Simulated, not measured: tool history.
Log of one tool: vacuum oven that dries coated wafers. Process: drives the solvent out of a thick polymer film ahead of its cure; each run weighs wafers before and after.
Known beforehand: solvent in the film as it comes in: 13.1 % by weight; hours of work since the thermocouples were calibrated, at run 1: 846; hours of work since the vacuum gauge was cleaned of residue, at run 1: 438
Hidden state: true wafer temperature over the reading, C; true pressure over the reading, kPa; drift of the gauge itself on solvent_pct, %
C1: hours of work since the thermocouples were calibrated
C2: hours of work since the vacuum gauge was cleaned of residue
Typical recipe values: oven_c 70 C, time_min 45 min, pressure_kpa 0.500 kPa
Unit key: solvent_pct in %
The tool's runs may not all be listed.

{"run": 1, "hour": 0.0, "oven_c": 70, "time_min": 45, "pressure_kpa": 0.5, "C1": 846, "C2": 438, "solvent_pct": 3.21}
{"run": 2, "hour": 41.9, "oven_c": 70, "time_min": 45, "pressure_kpa": 0.5, "C1": 875, "C2": 466, "solvent_pct": 3.19}
{"run": 3, "hour": 77.6, "oven_c": 70, "time_min": 45, "pressure_kpa": 0.5, "C1": 899, "C2": 491, "solvent_pct": 3.18}
{"hour": 117.6, "done": "oven's thermocouples calibrated"}
{"run": 4, "hour": 131.9, "oven_c": 70, "time_min": 45, "pressure_kpa": 0.5, "C1": 10, "C2": 526, "solvent_pct": 2.77}
{"run": 5, "hour": 184.6, "oven_c": 70, "time_min": 45, "pressure_kpa": 0.5, "C1": 46, "C2": 562, "solvent_pct": 2.88}
{"run": 6, "hour": 230.2, "oven_c": 70, "time_min": 45, "pressure_kpa": 0.5, "C1": 77, "C2": 593, "solvent_pct": 2.94}
{"run": 7, "hour": 282.6, "oven_c": 70, "time_min": 45, "pressure_kpa": 0.5, "C1": 112, "C2": 629, "solvent_pct": 2.88}
{"run": 8, "hour": 331.4, "oven_c": 70, "time_min": 45, "pressure_kpa": 0.5, "C1": 146, "C2": 662, "solvent_pct": 2.9}
{"run": 9, "hour": 356.6, "oven_c": 70, "time_min": 45, "pressure_kpa": 0.5, "C1": 163, "C2": 679, "solvent_pct": 2.91}
{"run": 10, "hour": 395.4, "oven_c": 70, "time_min": 45, "pressure_kpa": 0.5, "C1": 189, "C2": 706, "solvent_pct": 3.01}
{"run": 11, "hour": 454.9, "oven_c": 70, "time_min": 61, "pressure_kpa": 0.5, "C1": 229, "C2": 746, "solvent_pct": 2.05}
{"run": 12, "hour": 511.8, "oven_c": 70, "time_min": 45, "pressure_kpa": 0.265, "C1": 268, "C2": 785, "solvent_pct": 2.78}
{"run": 13, "hour": 538.8, "oven_c": 70, "time_min": 24, "pressure_kpa": 0.266, "C1": 287, "C2": 803, "solvent_pct": 5.04}
{"run": 14, "hour": 567.0, "oven_c": 70, "time_min": 24, "pressure_kpa": 0.266, "C1": 306, "C2": 822, "solvent_pct": 4.97}
{"run": 15, "hour": 618.7, "oven_c": 77, "time_min": 45, "pressure_kpa": 0.5, "C1": 341, "C2": 858, "solvent_pct": 1.73}
{"run": 16, "hour": 653.0, "oven_c": 74, "time_min": 45, "pressure_kpa": 0.5, "C1": 364, "C2": 881, "solvent_pct": 2.23}
{"run": 17, "hour": 685.5, "oven_c": 66, "time_min": 32, "pressure_kpa": 0.626, "C1": 386, "C2": 903, "solvent_pct": 5.51}
{"run": 18, "hour": 730.4, "oven_c": 66, "time_min": 32, "pressure_kpa": 0.626, "C1": 417, "C2": 934, "solvent_pct": 5.54}
{"run": 19, "hour": 760.9, "oven_c": 66, "time_min": 49, "pressure_kpa": 0.626, "C1": 438, "C2": 954, "solvent_pct": 4.02}
{"run": 20, "hour": 787.3, "oven_c": 75, "time_min": 76, "pressure_kpa": 1.875, "C1": 456, "C2": 972, "solvent_pct": 2.58}
{"run": 21, "hour": 821.0, "oven_c": 75, "time_min": 76, "pressure_kpa": 1.875, "C1": 479, "C2": 995, "solvent_pct": 2.6}

Across each entry between runs, compare the hidden state at the last listed run before it with the hidden state at the first listed run after it:
In the gap between runs 3 and 4: oven's thermocouples calibrated (hour 117.6)
  true wafer temperature over the reading, C: -1.36 -> 0.22; true pressure over the reading, kPa: 0.154 -> 0.165
  measured minus no-state result, solvent_pct: +0.50 -> +0.13 %
